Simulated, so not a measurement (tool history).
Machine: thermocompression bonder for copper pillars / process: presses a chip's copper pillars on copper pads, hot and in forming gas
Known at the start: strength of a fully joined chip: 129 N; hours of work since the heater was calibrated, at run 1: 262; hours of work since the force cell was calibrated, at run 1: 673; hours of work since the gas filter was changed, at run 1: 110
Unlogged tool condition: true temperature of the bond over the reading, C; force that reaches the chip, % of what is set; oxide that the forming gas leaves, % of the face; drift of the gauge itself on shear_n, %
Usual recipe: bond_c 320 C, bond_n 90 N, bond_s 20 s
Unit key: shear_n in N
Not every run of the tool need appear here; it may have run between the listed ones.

run,hour,bond_c,bond_n,bond_s,hours of work since the heater was calibrated,hours of work since the force cell was calibrated,hours of work since the gas filter was changed,shear_n
1,0.0,320,90,20,262,673,110,68.1
2,9.6,320,90,20,266,678,114,67.8
3,15.7,320,90,20,269,681,117,66.2
4,23.0,320,90,20,273,684,121,67.9
5,30.3,320,90,20,277,688,124,66.3
6,42.5,320,90,11,283,694,130,55.1
7,48.9,331,90,11,286,697,133,62.2
8,59.5,331,90,11,291,702,139,61.3
9,70.3,331,90,11,296,707,144,62.0
10,79.3,331,90,11,301,712,148,60.9
11,92.5,331,90,11,307,718,155,61.7
# hour 98.9: forming gas filter changed
12,103.0,320,134,20,312,723,2,87.2
13,114.3,342,83,38,317,729,8,100.2
14,124.5,342,94,26,322,734,13,96.9
15,133.2,345,91,33,327,738,17,101.4
16,140.1,345,91,33,330,741,20,100.8
17,149.8,328,60,11,335,746,25,50.9
18,160.0,328,60,11,340,751,30,50.5
19,171.0,303,55,10,345,757,35,32.4
20,182.0,340,60,26,351,762,41,76.7
21,193.9,294,90,55,356,768,47,74.5
22,206.9,320,76,19,363,774,53,64.0
23,212.5,339,110,26,365,777,56,94.9
24,222.9,320,102,31,371,782,61,84.4

4 options for the next run, each taken on its own from the tool as it stands now. Forecast them:
A,232.3,333,100,20,375,787,65,?
B,232.3,320,122,35,375,787,65,?
C,232.3,326,115,33,375,787,65,?
D,232.3,320,90,56,375,787,65,?

run,shear_n
A,83.7
B,94.6
C,94.2
D,91.5
Had the tool no hidden state, the same runs would have come out as:
run,shear_n
A,88.4
B,99.7
C,99.2
D,96.5

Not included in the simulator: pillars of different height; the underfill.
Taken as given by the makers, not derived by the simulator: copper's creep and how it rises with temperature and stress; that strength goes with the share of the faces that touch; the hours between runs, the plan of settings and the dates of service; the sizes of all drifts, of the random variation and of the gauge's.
